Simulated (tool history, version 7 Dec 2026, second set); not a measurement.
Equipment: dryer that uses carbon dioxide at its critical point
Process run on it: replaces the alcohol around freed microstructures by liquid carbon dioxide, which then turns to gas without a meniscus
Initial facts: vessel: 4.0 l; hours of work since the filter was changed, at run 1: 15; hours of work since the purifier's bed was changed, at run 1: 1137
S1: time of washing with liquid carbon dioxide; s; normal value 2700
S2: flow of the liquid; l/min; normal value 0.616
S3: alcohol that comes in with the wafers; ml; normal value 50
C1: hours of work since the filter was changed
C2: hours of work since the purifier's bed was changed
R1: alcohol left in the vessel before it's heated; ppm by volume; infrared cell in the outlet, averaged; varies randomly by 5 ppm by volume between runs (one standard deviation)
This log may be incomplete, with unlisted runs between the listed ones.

run     day    S1     S2   S3   C1    C2   R1
  1   0.000  2700  0.616   50   15  1137  214
  2   1.479  2700  0.616   29   39  1161  210
      2.888  -- purifier's bed changed
  3   3.117  2700  0.616   29   64     4   14
  4   4.558  2700  0.616   50   88    27   30
  5   5.412  2700  0.616   50  102    41   33
  6   6.338  2700  0.616   50  117    56   38
  7   7.283  2700  0.616   27  132    72   24
  8   8.104  2700  0.616   27  146    85   37
  9   8.950  1920  0.616   27  159    99   91
 10  10.342  2700  0.616   21  182   122   35
 11  11.367  2580  0.616   50  199   139   57
 12  12.692  4020  0.616   50  221   160   21
 13  14.208  4020  0.616   50  245   185   43
 14  15.504  2700  0.616   43  267   206   54
 15  16.667  3120  0.616   74  286   225   58
 16  17.646  2400  0.603   46  302   241   87
 17  18.833  2400  0.603   46  321   261   89
 18  19.883  3060  0.616   34  338   278   62
 19  21.092  3060  0.529   58  358   298   86
 20  22.621  2700  0.508   22  383   323   86
 21  24.138  3780  0.616   73  408   347   60
 22  25.871  3780  0.616   73  436   376   77
     26.558  -- inlet filter changed
 23  27.600  1740  0.948   23   17   403   85
 24  28.621  1620  0.671   23   34   420  162
 25  29.671  1620  0.671   23   51   437  149
 26  30.696  2340  0.850  107   68   454   97
 27  31.850  2280  0.616   50   87   473  139
 28  32.821  1740  0.616   92  102   489  436

Branching from run 28: 3 alternative next runs. What would each branch give?
  A  33.600  1800  0.939  39  115  502   ?
  B  33.600  2700  0.616  82  115  502   ?
  C  33.600  2040  0.883  87  115  502   ?

run   R1
  A  107
  B  126
  C  105
Stripped of hidden state, with their random variation kept, the same runs would have yielded:
run  R1
  A  23
  B  40
  C  21

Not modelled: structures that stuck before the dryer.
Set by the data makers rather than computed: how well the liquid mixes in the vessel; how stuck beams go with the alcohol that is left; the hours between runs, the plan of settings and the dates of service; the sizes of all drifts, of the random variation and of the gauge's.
